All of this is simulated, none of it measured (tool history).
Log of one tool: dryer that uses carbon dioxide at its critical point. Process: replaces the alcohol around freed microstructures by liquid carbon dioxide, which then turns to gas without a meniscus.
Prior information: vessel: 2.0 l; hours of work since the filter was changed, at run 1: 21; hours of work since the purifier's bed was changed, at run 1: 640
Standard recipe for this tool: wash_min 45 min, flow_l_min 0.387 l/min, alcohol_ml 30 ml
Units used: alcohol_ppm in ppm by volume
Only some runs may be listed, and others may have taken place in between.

run    hour  wash_min  flow_l_min  alcohol_ml  hours of work since the filter was changed  hours of work since the purifier's bed was changed  alcohol_ppm
  1     0.0        45       0.387          30                                          21                                                 640          160
  2    29.7        45       0.387          30                                          33                                                 652          175
  3    76.9        45       0.387          30                                          52                                                 671          173
  4   118.1        62       0.387          30                                          69                                                 687          169
  5   163.6        45       0.247          30                                          87                                                 706          283
  6   198.2        45       0.247          30                                         101                                                 720          285
      203.5  -- purifier's bed changed
  7   253.1        45       0.387          30                                         122                                                  20           17
  8   305.8        45       0.387          30                                         143                                                  41           26
  9   345.5        45       0.387          30                                         159                                                  57           23
 10   370.3        45       0.387          30                                         169                                                  67           34
 11   394.3        45       0.387          91                                         179                                                  77           61
 12   435.1        45       0.387          91                                         196                                                  94           60
 13   471.0        45       0.387          91                                         210                                                 108           64
      481.4  -- inlet filter changed
 14   499.5        45       0.443          91                                           7                                                 119           42
 15   527.8        45       0.443          91                                          19                                                 131           30
 16   579.9        45       0.443          91                                          40                                                 152           48
 17   606.7        70       0.387          30                                          51                                                 162           52
 18   637.4        70       0.387          30                                          63                                                 175           45
 19   681.3        52       0.387          30                                          81                                                 193           53
 20   706.9        52       0.387          30                                          91                                                 203           63
 21   753.9        45       0.387          30                                         110                                                 222           66
 22   800.6        60       0.387          30                                         129                                                 241           67
 23   832.4        60       0.387          30                                         142                                                 254           69
 24   876.1        60       0.387          30                                         160                                                 271           72
 25   912.2        48       0.283          28                                         174                                                 286          112
 26   941.4        45       0.387          55                                         186                                                 298           94
 27   964.8        44       0.457          23                                         195                                                 307           76
     1009.0  -- inlet filter changed
 28  1017.5        28       0.381          84                                           3                                                 328          377
 29  1066.0        28       0.381          21                                          23                                                 348          175
 30  1115.7        41       0.286          21                                          43                                                 368          154
 31  1155.8        40       0.276         112                                          59                                                 384          482
 32  1205.6        40       0.276         112                                          79                                                 404          502
 33  1246.3        45       0.387          70                                          96                                                 421          126
 34  1278.8        68       0.538          70                                         109                                                 434          107
 35  1315.6        45       0.263          30                                         124                                                 449          205
 36  1353.8        57       0.293          52                                         139                                                 464          153
 37  1378.1        57       0.293          52                                         149                                                 474          136
 38  1408.5        57       0.293          52                                         161                                                 486          138
 39  1437.0        57       0.293          52                                         173                                                 498          150
 40  1462.9        36       0.446          57                                         183                                                 508          165
 41  1513.3        44       0.467          21                                         204                                                 528          125
     1536.4  -- inlet filter changed
 42  1545.5        45       0.387          74                                           4                                                 541          149
 43  1586.4        45       0.387          74                                          20                                                 558          161
 44  1639.3        37       0.387          25                                          42                                                 579          168
 45  1678.6        31       0.647          25                                          57                                                 595          151
 46  1709.4        31       0.647          25                                          70                                                 607          160

How would selected steps in alcohol_ppm from run to run divide? Give the signed amount a tool lacking its hidden state would still show from settings, what came in and random variation, and the signed amount left for the hidden state, including any gauge scatter that is not in both of the compared results.
The hidden state here: flow that reaches the vessel past the clogged filter, %; alcohol in the recycled carbon dioxide, ppm; drift of the gauge itself on alcohol_ppm, %.
Run 6 -> 7: flow_l_min 0.247 -> 0.387, purifier's bed changed. alcohol_ppm -268 ppm by volume: hidden state -185, all else -83.
Run 27 -> 28: wash_min 44 -> 28, flow_l_min 0.457 -> 0.381, alcohol_ml 23 -> 84, inlet filter changed. alcohol_ppm +301 ppm by volume: hidden state +11, all else +290.
Run 30 -> 31: wash_min 41 -> 40, flow_l_min 0.286 -> 0.276, alcohol_ml 21 -> 112. alcohol_ppm +328 ppm by volume: hidden state +47, all else +281.
Run 32 -> 33: wash_min 40 -> 45, flow_l_min 0.276 -> 0.387, alcohol_ml 112 -> 70. alcohol_ppm -376 ppm by volume: hidden state -60, all else -316.
